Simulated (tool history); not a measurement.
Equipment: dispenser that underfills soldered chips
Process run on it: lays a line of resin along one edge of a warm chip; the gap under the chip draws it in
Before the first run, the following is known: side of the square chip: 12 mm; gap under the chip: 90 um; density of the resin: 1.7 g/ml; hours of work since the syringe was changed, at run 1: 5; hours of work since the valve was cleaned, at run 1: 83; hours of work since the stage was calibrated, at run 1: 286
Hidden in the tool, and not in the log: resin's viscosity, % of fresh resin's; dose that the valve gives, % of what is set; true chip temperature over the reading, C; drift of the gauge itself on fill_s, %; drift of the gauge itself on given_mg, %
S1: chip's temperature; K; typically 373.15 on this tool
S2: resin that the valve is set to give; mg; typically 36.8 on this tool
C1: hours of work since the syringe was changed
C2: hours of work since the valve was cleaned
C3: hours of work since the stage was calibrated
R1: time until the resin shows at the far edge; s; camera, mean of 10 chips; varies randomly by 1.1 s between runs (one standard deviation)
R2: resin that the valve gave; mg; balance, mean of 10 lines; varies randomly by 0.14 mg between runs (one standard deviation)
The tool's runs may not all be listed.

run	hour	S1	S2	C1	C2	C3	R1	R2
1	0	373.15	36.8	5	83	286	145.6	35.17
# hour 8.1: new syringe of resin
# hour 14.6: dispensing valve cleaned and set on the balance
2	14.8	373.15	36.8	4	0	296	140.2	36.75
3	22.1	373.15	36.8	10	5	301	208.3	36.52
# hour 23.4: new syringe of resin
4	30.5	373.15	36.8	5	11	307	148.3	36.34
# hour 37.8: new syringe of resin
5	41	373.15	36.8	2	19	315	121.2	36.48
6	47.5	373.15	36.7	7	24	319	167.7	36.33
# hour 52.1: new syringe of resin
7	62.5	373.15	36.7	8	35	330	175.9	36.11
# hour 66.9: new syringe of resin
8	72.7	373.15	36.7	4	42	338	142.7	35.83
# hour 81.9: new syringe of resin
9	87.6	371.15	36.8	4	53	348	149.6	35.54
# hour 96.1: new syringe of resin
10	98.6	386.15	36.8	2	61	356	79.8	35.51
11	109.4	365.15	47.5	10	68	364	257	45.6
# hour 110.6: new syringe of resin
12	122.9	377.15	47	9	78	374	176.7	44.85
# hour 125.2: new syringe of resin
13	129.5	374.15	46.5	3	83	378	122.6	44.27
# hour 140.4: new syringe of resin
14	141.6	374.15	46.5	1	92	387	103.8	43.91
# hour 143.4: dispensing valve cleaned and set on the balance
15	149.4	358.15	36.8	6	4	392	246.6	36.65
# hour 155.4: new syringe of resin
16	157.1	358.15	36.8	1	10	398	173.2	36.65
17	168.5	376.15	39.2	10	18	406	185.5	38.81
# hour 169.6: new syringe of resin
18	180.7	376.15	39.2	8	27	415	164.5	38.41
# hour 183.7: new syringe of resin
19	195.6	365.15	44.5	9	38	425	240.8	43.35

Forecast each of these 3 alternatives for the next run:
# hour 198.4: new syringe of resin
A	203.5	386.15	36.3	4	43	431	?	?
# hour 198.4: new syringe of resin
B	203.5	385.15	36.8	4	43	431	?	?
# hour 198.4: new syringe of resin
C	203.5	383.15	33.8	4	43	431	?	?

run	R1	R2
A	93	35.7
B	93.5	35.85
C	100.1	32.95
The same runs, with their run-to-run variation unchanged, on a tool lacking any hidden condition would have given:
run	R1	R2
A	73.9	36.64
B	74.3	36.79
C	79.3	33.81

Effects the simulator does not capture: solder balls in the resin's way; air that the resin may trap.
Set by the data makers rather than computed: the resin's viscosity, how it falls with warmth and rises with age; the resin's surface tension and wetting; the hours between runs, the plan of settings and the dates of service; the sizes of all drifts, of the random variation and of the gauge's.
